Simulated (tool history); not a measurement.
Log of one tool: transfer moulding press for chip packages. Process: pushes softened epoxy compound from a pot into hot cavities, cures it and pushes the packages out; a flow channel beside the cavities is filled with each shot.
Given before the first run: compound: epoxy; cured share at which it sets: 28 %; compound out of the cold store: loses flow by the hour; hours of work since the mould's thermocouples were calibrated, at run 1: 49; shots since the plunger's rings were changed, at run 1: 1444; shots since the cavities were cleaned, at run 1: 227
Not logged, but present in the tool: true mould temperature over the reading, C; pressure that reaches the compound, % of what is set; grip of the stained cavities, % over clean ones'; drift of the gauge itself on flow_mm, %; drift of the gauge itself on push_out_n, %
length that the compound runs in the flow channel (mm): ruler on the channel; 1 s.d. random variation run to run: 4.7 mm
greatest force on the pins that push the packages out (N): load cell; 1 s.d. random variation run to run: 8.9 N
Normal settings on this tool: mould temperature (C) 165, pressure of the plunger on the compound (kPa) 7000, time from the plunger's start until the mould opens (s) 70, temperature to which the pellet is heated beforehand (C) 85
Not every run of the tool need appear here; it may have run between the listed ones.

run   hour  mould temperature (C)  pressure of the plunger on the compound (kPa)  time from the plunger's start until the mould opens (s)  temperature to which the pellet is heated beforehand (C)  hours of work since the mould's thermocouples were calibrated  shots since the plunger's rings were changed  shots since the cavities were cleaned  incoming compound's hours out of the cold store  length that the compound runs in the flow channel (mm)  greatest force on the pins that push the packages out (N)
  1    0.0                    165                                           7000                                                       70                                                        85                                                             49                                          1444                                    227                                             23.8                                                     495                                                        513
      12.2  -- cavities cleaned with cleaning compound and waxed
      37.7  -- cavities cleaned with cleaning compound and waxed
      63.2  -- cavities cleaned with cleaning compound and waxed
  2   79.3                    165                                           5610                                                       70                                                        85                                                            107                                          2774                                    287                                             19.9                                                     440                                                        546
      90.4  -- cavities cleaned with cleaning compound and waxed
     119.0  -- cavities cleaned with cleaning compound and waxed
     146.9  -- cavities cleaned with cleaning compound and waxed
  3  155.6                    165                                           5610                                                       61                                                        85                                                            163                                          4051                                    155                                             23.6                                                     423                                                        710
     172.4  -- cavities cleaned with cleaning compound and waxed
     197.7  -- plunger's sealing rings changed
     204.9  -- cavities cleaned with cleaning compound and waxed
  4  208.3                    165                                           5610                                                       61                                                        85                                                            199                                           162                                     61                                             44.5                                                     390                                                        568
     231.3  -- cavities cleaned with cleaning compound and waxed
     261.3  -- cavities cleaned with cleaning compound and waxed
  5  263.1                    162                                           5610                                                       61                                                        85                                                            239                                          1082                                     32                                             21.0                                                     464                                                        821
     290.9  -- cavities cleaned with cleaning compound and waxed
  6  303.6                    162                                           5610                                                       61                                                        85                                                            269                                          1776                                    226                                             46.4                                                     387                                                        808
     315.8  -- cavities cleaned with cleaning compound and waxed
     344.7  -- cavities cleaned with cleaning compound and waxed
  7  367.1                    162                                           5610                                                       61                                                        85                                                            316                                          2852                                    398                                             17.6                                                     455                                                       1009
     372.9  -- cavities cleaned with cleaning compound and waxed
     399.6  -- cavities cleaned with cleaning compound and waxed
     428.9  -- cavities cleaned with cleaning compound and waxed
     456.0  -- cavities cleaned with cleaning compound and waxed
  8  459.4                    165                                           7110                                                       61                                                        85                                                            382                                          4385                                     60                                             47.9                                                     410                                                        551
     477.0  -- plunger's sealing rings changed
     484.0  -- cavities cleaned with cleaning compound and waxed
     514.0  -- cavities cleaned with cleaning compound and waxed
     541.8  -- cavities cleaned with cleaning compound and waxed
  9  555.4                    165                                           7000                                                       70                                                        87                                                            451                                          1314                                    242                                             38.3                                                     445                                                        446

What will run 10 give?
     568.3  -- cavities cleaned with cleaning compound and waxed
     594.2  -- cavities cleaned with cleaning compound and waxed
     623.3  -- cavities cleaned with cleaning compound and waxed
     650.1  -- cavities cleaned with cleaning compound and waxed
 10  650.1                    165                                           5240                                                       70                                                        81                                                            519                                          2891                                      0                                             10.6                                                       ?                                                          ?

For run 10 the tool returned length that the compound runs in the flow channel (mm) 462, greatest force on the pins that push the packages out (N) 403.
Take away the tool's hidden state, keep the run-to-run variation as it was, and the same run would have given length that the compound runs in the flow channel (mm) 491, greatest force on the pins that push the packages out (N) 442.
